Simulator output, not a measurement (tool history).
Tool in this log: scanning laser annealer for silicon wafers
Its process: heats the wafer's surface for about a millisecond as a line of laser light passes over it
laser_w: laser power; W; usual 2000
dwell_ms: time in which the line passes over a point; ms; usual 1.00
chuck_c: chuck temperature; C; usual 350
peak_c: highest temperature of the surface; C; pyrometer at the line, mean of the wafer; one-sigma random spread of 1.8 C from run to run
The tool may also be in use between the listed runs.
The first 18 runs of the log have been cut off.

run     day  laser_w  dwell_ms  chuck_c  peak_c
 19  17.496     1816      1.00      350    1018
 20  18.754     1816      1.00      350    1017
 21  19.383     1816      1.00      350    1016
 22  20.312     1958      0.88      355    1019
 23  21.088     1958      0.88      355    1019
 24  22.238     1958      0.88      355    1018
 25  23.200     1967      0.81      311     945
 26  24.192     2000      1.25      350    1176
     24.396  -- laser's power meter calibrated
 27  25.596     1891      1.00      350    1042
 28  26.479     1891      1.00      350    1041
 29  27.096     1743      0.82      329     901
 30  28.050     2000      1.00      356    1083
 31  28.921     2000      1.00      356    1082
 32  29.908     2000      1.00      356    1080
     30.138  -- laser's power meter calibrated, once more
 33  30.838     1804      0.75      312     871
 34  31.396     1725      0.98      376     998
 35  32.729     1805      0.87      319     926
 36  33.546     2000      1.24      329    1148
 37  34.104     2000      1.24      329    1144
     34.800  -- optics aligned, line set to its width
 38  35.671     2000      1.24      329    1155
 39  36.283     2093      0.93      350    1078
 40  37.312     2069      0.86      311    1000
 41  37.925     2069      0.99      345    1092
 42  38.875     2069      0.75      316     955

3 options for the next run, each taken on its own from the tool as it stands now. Forecast them:
  A  39.942     2154      0.78      314       ?
  B  39.942     2106      1.00      390       ?
  C  39.942     1882      1.02      314       ?

run  peak_c
  A     992
  B    1151
  C    1004
Stripped of hidden state, with their random variation kept, the same runs would have yielded:
run  peak_c
  A    1009
  B    1170
  C    1022

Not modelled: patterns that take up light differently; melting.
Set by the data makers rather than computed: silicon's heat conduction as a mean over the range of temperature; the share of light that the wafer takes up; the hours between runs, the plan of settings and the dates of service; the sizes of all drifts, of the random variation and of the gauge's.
